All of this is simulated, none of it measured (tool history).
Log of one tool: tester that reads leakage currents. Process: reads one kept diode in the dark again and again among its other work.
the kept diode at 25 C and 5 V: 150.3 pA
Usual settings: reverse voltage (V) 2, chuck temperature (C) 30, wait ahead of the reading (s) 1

run   hour  reverse voltage (V)  chuck temperature (C)  wait ahead of the reading (s)  current that the tester gives (pA)
  1      0                    2                     30                              1                              137.16
  2   43.7                    2                     31                              1                               147.5
  3   80.3                    2                     30                           6.99                              135.76
  4  122.2                    2                     30                           6.99                              135.75
  5    155                    2                     30                           0.42                              137.77
  6  201.2                    2                     30                              1                               135.7
  7  250.9                    2                     33                           2.92                              167.38
  8  293.9                18.55                     30                              1                               426.4
  9  334.7                    2                     37                           0.78                              220.34
 10  382.3                    2                     37                           0.78                              220.79
 11  418.8                 2.14                     57                           0.83                               848.1

Measured less the same run without the tool's hidden state. The same run-to-run variation is in both; the gauge's scatter may not be:
The hidden state here: stray current of the dirty probe card, pA a volt; current scale over the true one, %; true chuck temperature over the reading, C; drift of the gauge itself on leakage_pa, %.
run  current that the tester gives (pA)
  1                               -0.67
  2                               -1.31
  3                               -1.48
  4                               -1.83
  5                               -2.17
  6                               -2.62
  7                               -4.12
  8                               -0.43
  9                               -7.13
 10                               -7.93
 11                              -33.83

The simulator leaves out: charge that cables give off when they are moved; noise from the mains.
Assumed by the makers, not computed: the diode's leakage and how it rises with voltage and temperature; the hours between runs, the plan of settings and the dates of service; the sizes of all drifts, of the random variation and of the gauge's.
